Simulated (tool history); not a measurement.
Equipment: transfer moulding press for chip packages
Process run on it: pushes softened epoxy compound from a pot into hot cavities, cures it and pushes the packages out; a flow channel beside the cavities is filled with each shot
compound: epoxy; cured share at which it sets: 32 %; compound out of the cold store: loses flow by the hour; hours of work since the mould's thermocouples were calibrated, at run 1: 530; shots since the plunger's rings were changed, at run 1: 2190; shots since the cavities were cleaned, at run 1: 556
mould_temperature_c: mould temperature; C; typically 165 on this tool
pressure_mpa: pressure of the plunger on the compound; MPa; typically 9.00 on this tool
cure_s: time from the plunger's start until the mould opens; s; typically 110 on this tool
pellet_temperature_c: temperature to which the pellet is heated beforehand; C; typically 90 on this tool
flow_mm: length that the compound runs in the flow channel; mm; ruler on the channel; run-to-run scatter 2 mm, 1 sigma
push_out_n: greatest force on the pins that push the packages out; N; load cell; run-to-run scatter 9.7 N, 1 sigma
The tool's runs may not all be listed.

run,hour,mould_temperature_c,pressure_mpa,cure_s,pellet_temperature_c,hours of work since the mould's thermocouples were calibrated,shots since the plunger's rings were changed,shots since the cavities were cleaned,incoming compound's hours out of the cold store,flow_mm,push_out_n
1,0.0,165,9.00,110,90,530,2190,556,31.1,494,636
2,22.2,158,9.00,110,90,548,2459,825,44.1,490,929
# hour 33.3: cavities cleaned with cleaning compound and waxed
# hour 44.0: mould's thermocouples calibrated
3,47.2,158,9.00,110,90,3,2719,144,34.1,509,1035
# hour 58.8: plunger's sealing rings changed
4,59.9,165,9.00,110,90,11,13,267,29.5,510,702
5,80.4,165,9.00,110,90,27,262,516,9.5,555,689
6,93.0,165,9.00,110,90,37,415,669,10.6,549,730
7,103.0,165,8.11,110,90,44,535,789,37.4,473,706
# hour 117.0: cavities cleaned with cleaning compound and waxed
8,123.5,168,9.00,110,90,59,766,79,47.1,472,481
# hour 133.1: cavities cleaned with cleaning compound and waxed, once more
9,146.2,165,9.00,141,90,76,1022,158,16.1,533,493
10,164.7,160,7.69,91,90,90,1247,383,16.4,504,1188
11,181.5,160,7.69,91,90,104,1451,587,37.8,464,1124
12,197.3,160,7.69,91,90,116,1642,778,46.2,451,1151
# hour 212.2: cavities cleaned with cleaning compound and waxed
13,212.2,160,7.69,91,90,127,1805,1,15.1,501,815
14,231.2,160,7.69,91,90,142,2035,231,38.9,458,983

Predict each of these 3 candidate next runs independently; none follows another, all start after run 14:
A,243.1,168,8.13,112,90,151,2178,374,33.6,?,?
B,243.1,160,7.69,93,90,151,2178,374,11.5,?,?
C,243.1,165,7.47,92,90,151,2178,374,15.4,?,?

run,flow_mm,push_out_n
A,460,590
B,506,1118
C,477,786
Stripped of hidden state, with their random variation kept, the same runs would have yielded:
run,flow_mm,push_out_n
A,477,420
B,525,801
C,495,562
